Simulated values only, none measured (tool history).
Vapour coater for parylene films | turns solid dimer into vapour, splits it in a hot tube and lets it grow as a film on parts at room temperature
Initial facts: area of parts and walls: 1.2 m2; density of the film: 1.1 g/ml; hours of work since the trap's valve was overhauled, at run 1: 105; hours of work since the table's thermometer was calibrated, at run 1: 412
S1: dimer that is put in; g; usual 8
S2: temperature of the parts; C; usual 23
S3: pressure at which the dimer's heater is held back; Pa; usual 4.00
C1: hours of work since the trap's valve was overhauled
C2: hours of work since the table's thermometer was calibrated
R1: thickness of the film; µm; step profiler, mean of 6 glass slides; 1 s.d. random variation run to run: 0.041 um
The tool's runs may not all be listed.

Run 1, hour 0.0: usual settings; C1 105; C2 412. Result: R1 4.49 µm.
Run 2, hour 30.5: usual settings but S2 32 C; C1 117; C2 425. Result: R1 3.32 µm.
Run 3, hour 57.3: usual settings but S2 32 C; C1 128; C2 435. Result: R1 3.32 µm.
Run 4, hour 75.2: usual settings; C1 136; C2 443. Result: R1 4.50 µm.
Run 5, hour 110.1: usual settings; C1 150; C2 457. Result: R1 4.43 µm.
Run 6, hour 143.8: usual settings; C1 164; C2 471. Result: R1 4.38 µm.
Run 7, hour 183.6: usual settings but S1 11 g; C1 180; C2 487. Result: R1 6.20 µm.
Run 8, hour 208.2: usual settings; C1 190; C2 497. Result: R1 4.50 µm.
Run 9, hour 246.9: usual settings but S2 28 C; C1 206; C2 513. Result: R1 3.82 µm.
Run 10, hour 269.8: usual settings but S1 10 g, S2 28 C; C1 215; C2 522. Result: R1 4.75 µm.
Run 11, hour 301.7: usual settings but S1 13 g; C1 228; C2 535. Result: R1 7.28 µm.
Run 12, hour 335.6: usual settings but S1 13 g; C1 242; C2 549. Result: R1 7.24 µm.
Run 13, hour 368.6: usual settings but S3 4.31 Pa; C1 256; C2 563. Result: R1 4.46 µm.
Run 14, hour 404.9: usual settings but S3 4.31 Pa; C1 270; C2 578. Result: R1 4.46 µm.
Run 15, hour 423.4: usual settings but S3 4.31 Pa; C1 278; C2 585. Result: R1 4.45 µm.
Run 16, hour 454.9: usual settings; C1 291; C2 598. Result: R1 4.42 µm.
Run 17, hour 492.9: usual settings; C1 306; C2 614. Result: R1 4.49 µm.
Run 18, hour 529.2: usual settings but S1 11 g; C1 321; C2 629. Result: R1 6.20 µm.
Run 19, hour 552.1: usual settings but S1 11 g; C1 331; C2 638. Result: R1 6.16 µm.
Run 20, hour 570.7: usual settings; C1 338; C2 645. Result: R1 4.50 µm.
Run 21, hour 601.9: usual settings but S3 4.83 Pa; C1 351; C2 658. Result: R1 4.46 µm.
Run 22, hour 639.9: usual settings but S3 4.83 Pa; C1 367; C2 674. Result: R1 4.39 µm.
Run 23, hour 658.3: usual settings but S3 11.04 Pa; C1 374; C2 681. Result: R1 4.17 µm.
Run 24, hour 694.6: usual settings but S1 11 g, S3 11.04 Pa; C1 389; C2 696. Result: R1 5.69 µm.
Run 25, hour 723.5: usual settings but S1 11 g, S3 11.04 Pa; C1 401; C2 708. Result: R1 5.80 µm.
Run 26, hour 757.9: usual settings but S1 11 g, S3 11.04 Pa; C1 415; C2 722. Result: R1 5.73 µm.
At hour 776.5: trap's valve overhauled.
Run 27, hour 784.6: usual settings but S1 6 g, S3 11.04 Pa; C1 3; C2 731. Result: R1 3.15 µm.
Run 28, hour 809.7: usual settings but S1 14 g, S3 4.20 Pa; C1 14; C2 742. Result: R1 7.95 µm.
Run 29, hour 827.8: usual settings but S1 14 g, S3 4.20 Pa; C1 21; C2 749. Result: R1 7.76 µm.
Run 30, hour 853.0: usual settings but S1 12 g, S2 25 C, S3 5.22 Pa; C1 31; C2 759. Result: R1 6.20 µm.
Run 31, hour 883.0: usual settings but S1 12 g, S2 25 C, S3 5.22 Pa; C1 44; C2 772. Result: R1 6.25 µm.
Run 32, hour 918.6: usual settings but S1 3 g, S2 20 C; C1 58; C2 786. Result: R1 1.87 µm.
Run 33, hour 947.9: usual settings but S1 9 g, S3 4.06 Pa; C1 70; C2 798. Result: R1 4.97 µm.
Run 34, hour 967.6: usual settings but S2 33 C, S3 4.81 Pa; C1 78; C2 806. Result: R1 3.15 µm.
Run 35, hour 1005.0: usual settings but S1 12 g, S3 2.19 Pa; C1 93; C2 822. Result: R1 6.97 µm.
Run 36, hour 1043.6: usual settings but S1 10 g, S3 3.62 Pa; C1 109; C2 837. Result: R1 5.60 µm.
Run 37, hour 1076.6: usual settings but S1 10 g, S2 16 C, S3 6.92 Pa; C1 123; C2 851. Result: R1 6.88 µm.
Run 38, hour 1098.1: usual settings but S1 9 g, S2 24 C, S3 7.07 Pa; C1 132; C2 860. Result: R1 4.79 µm.
Run 39, hour 1124.3: usual settings but S1 7 g, S2 24 C, S3 7.07 Pa; C1 142; C2 870. Result: R1 3.66 µm.
Run 40, hour 1153.3: usual settings but S1 11 g, S2 17 C, S3 6.57 Pa; C1 154; C2 882. Result: R1 7.29 µm.
Run 41, hour 1171.5: usual settings but S1 7 g, S2 17 C, S3 7.53 Pa; C1 162; C2 890. Result: R1 4.62 µm.
Run 42, hour 1202.7: usual settings but S1 10 g, S2 17 C, S3 3.34 Pa; C1 174; C2 902. Result: R1 6.85 µm.
Run 43, hour 1229.6: usual settings but S3 4.12 Pa; C1 185; C2 913. Result: R1 4.50 µm.
Run 44, hour 1248.3: usual settings but S1 13 g; C1 193; C2 921. Result: R1 7.36 µm.
Run 45, hour 1270.8: usual settings but S1 5 g, S2 29 C; C1 202; C2 930. Result: R1 2.29 µm.
Run 46, hour 1305.4: usual settings but S1 5 g, S2 29 C; C1 216; C2 944. Result: R1 2.31 µm.

Hidden state at the last listed run before each entry between runs and at the first one after, where it differs:
Between runs 26 and 27: trap's valve overhauled (hour 776.5)
  vapour lost through the trap's worn valve, %: 0.4 -> 0

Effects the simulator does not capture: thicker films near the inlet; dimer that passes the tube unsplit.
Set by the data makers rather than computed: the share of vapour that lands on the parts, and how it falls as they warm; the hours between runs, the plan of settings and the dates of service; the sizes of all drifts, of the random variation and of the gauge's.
